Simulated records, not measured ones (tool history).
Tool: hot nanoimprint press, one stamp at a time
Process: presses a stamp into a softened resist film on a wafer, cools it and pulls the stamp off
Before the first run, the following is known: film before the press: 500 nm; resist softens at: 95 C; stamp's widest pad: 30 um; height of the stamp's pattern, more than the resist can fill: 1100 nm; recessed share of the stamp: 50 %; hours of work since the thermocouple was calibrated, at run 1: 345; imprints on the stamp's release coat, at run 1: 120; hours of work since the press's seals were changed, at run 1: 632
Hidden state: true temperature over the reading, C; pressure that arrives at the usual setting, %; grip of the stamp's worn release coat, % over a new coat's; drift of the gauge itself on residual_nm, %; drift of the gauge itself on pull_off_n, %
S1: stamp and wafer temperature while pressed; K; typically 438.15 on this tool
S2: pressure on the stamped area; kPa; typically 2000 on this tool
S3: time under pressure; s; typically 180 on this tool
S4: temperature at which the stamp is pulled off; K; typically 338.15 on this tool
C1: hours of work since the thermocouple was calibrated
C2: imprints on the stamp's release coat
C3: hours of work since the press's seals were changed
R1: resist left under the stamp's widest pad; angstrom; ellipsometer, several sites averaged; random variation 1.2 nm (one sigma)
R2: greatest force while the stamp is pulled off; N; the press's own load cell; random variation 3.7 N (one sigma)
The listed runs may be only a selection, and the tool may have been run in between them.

{"run": 1, "day": 0.0, "S1": 438.15, "S2": 2000, "S3": 180, "S4": 338.15, "C1": 345, "C2": 120, "C3": 632, "R1": 1811, "R2": 203}
{"run": 2, "day": 1.371, "S1": 438.15, "S2": 2000, "S3": 180, "S4": 338.15, "C1": 371, "C2": 320, "C3": 658, "R1": 1818, "R2": 203}
{"run": 3, "day": 2.2, "S1": 438.15, "S2": 2000, "S3": 180, "S4": 338.15, "C1": 386, "C2": 441, "C3": 673, "R1": 1821, "R2": 207}
{"run": 4, "day": 3.554, "S1": 438.15, "S2": 2000, "S3": 180, "S4": 335.15, "C1": 411, "C2": 639, "C3": 699, "R1": 1837, "R2": 216}
{"run": 5, "day": 4.921, "S1": 438.15, "S2": 2000, "S3": 180, "S4": 335.15, "C1": 437, "C2": 839, "C3": 724, "R1": 1825, "R2": 222}
{"run": 6, "day": 5.617, "S1": 438.15, "S2": 2000, "S3": 180, "S4": 335.15, "C1": 450, "C2": 941, "C3": 737, "R1": 1789, "R2": 220}
{"run": 7, "day": 6.579, "S1": 438.15, "S2": 2000, "S3": 180, "S4": 335.15, "C1": 468, "C2": 1081, "C3": 755, "R1": 1817, "R2": 214}
{"run": 8, "day": 8.012, "S1": 438.15, "S2": 2000, "S3": 180, "S4": 335.15, "C1": 495, "C2": 1291, "C3": 782, "R1": 1827, "R2": 213}
{"day": 8.933, "done": "plate thermocouple calibrated"}
{"run": 9, "day": 9.325, "S1": 438.15, "S2": 2000, "S3": 180, "S4": 335.15, "C1": 7, "C2": 1464, "C3": 804, "R1": 1815, "R2": 212}
{"run": 10, "day": 10.212, "S1": 438.15, "S2": 2000, "S3": 180, "S4": 338.15, "C1": 24, "C2": 1594, "C3": 821, "R1": 1830, "R2": 208}
{"day": 11.033, "done": "stamp cleaned and given a new release coat"}
{"run": 11, "day": 11.442, "S1": 431.15, "S2": 2070, "S3": 105, "S4": 339.15, "C1": 42, "C2": 59, "C3": 839, "R1": 3050, "R2": 205}
{"run": 12, "day": 12.671, "S1": 438.15, "S2": 3070, "S3": 180, "S4": 332.15, "C1": 65, "C2": 239, "C3": 862, "R1": 1437, "R2": 227}
{"run": 13, "day": 13.588, "S1": 438.15, "S2": 3070, "S3": 180, "S4": 332.15, "C1": 82, "C2": 373, "C3": 879, "R1": 1438, "R2": 226}
{"run": 14, "day": 14.362, "S1": 450.15, "S2": 2050, "S3": 285, "S4": 335.15, "C1": 97, "C2": 486, "C3": 893, "R1": 794, "R2": 223}
{"run": 15, "day": 15.617, "S1": 450.15, "S2": 2050, "S3": 285, "S4": 335.15, "C1": 120, "C2": 670, "C3": 917, "R1": 781, "R2": 218}
{"run": 16, "day": 16.3, "S1": 450.15, "S2": 2050, "S3": 285, "S4": 335.15, "C1": 133, "C2": 769, "C3": 929, "R1": 802, "R2": 211}
{"run": 17, "day": 17.288, "S1": 450.15, "S2": 2050, "S3": 285, "S4": 335.15, "C1": 151, "C2": 914, "C3": 948, "R1": 804, "R2": 212}
{"run": 18, "day": 18.321, "S1": 450.15, "S2": 2050, "S3": 285, "S4": 335.15, "C1": 171, "C2": 1065, "C3": 967, "R1": 802, "R2": 211}
{"run": 19, "day": 19.6, "S1": 438.15, "S2": 1590, "S3": 189, "S4": 343.15, "C1": 194, "C2": 1252, "C3": 991, "R1": 2006, "R2": 183}
{"run": 20, "day": 20.888, "S1": 438.15, "S2": 1590, "S3": 189, "S4": 343.15, "C1": 219, "C2": 1440, "C3": 1015, "R1": 2021, "R2": 179}

Predict each of these 5 candidate next runs independently; none follows another, all start after run 20:
{"run": "A", "day": 22.175, "S1": 438.15, "S2": 1300, "S3": 128, "S4": 331.15, "C1": 242, "C2": 1628, "C3": 1039, "R1": "?", "R2": "?"}
{"run": "B", "day": 22.175, "S1": 438.15, "S2": 3040, "S3": 124, "S4": 331.15, "C1": 242, "C2": 1628, "C3": 1039, "R1": "?", "R2": "?"}
{"run": "C", "day": 22.175, "S1": 438.15, "S2": 1590, "S3": 97, "S4": 343.15, "C1": 242, "C2": 1628, "C3": 1039, "R1": "?", "R2": "?"}
{"run": "D", "day": 22.175, "S1": 431.15, "S2": 2920, "S3": 129, "S4": 338.15, "C1": 242, "C2": 1628, "C3": 1039, "R1": "?", "R2": "?"}
{"run": "E", "day": 22.175, "S1": 438.15, "S2": 1590, "S3": 189, "S4": 343.15, "C1": 242, "C2": 1628, "C3": 1039, "R1": "?", "R2": "?"}

run=A R1=2534 R2=237
run=B R1=1690 R2=239
run=C R1=2562 R2=188
run=D R1=2499 R2=199
run=E R1=2022 R2=178
Stripped of hidden state, with their random variation kept, the same runs would have yielded:
run=A R1=2529 R2=235
run=B R1=1685 R2=237
run=C R1=2557 R2=186
run=D R1=2493 R2=197
run=E R1=2017 R2=176

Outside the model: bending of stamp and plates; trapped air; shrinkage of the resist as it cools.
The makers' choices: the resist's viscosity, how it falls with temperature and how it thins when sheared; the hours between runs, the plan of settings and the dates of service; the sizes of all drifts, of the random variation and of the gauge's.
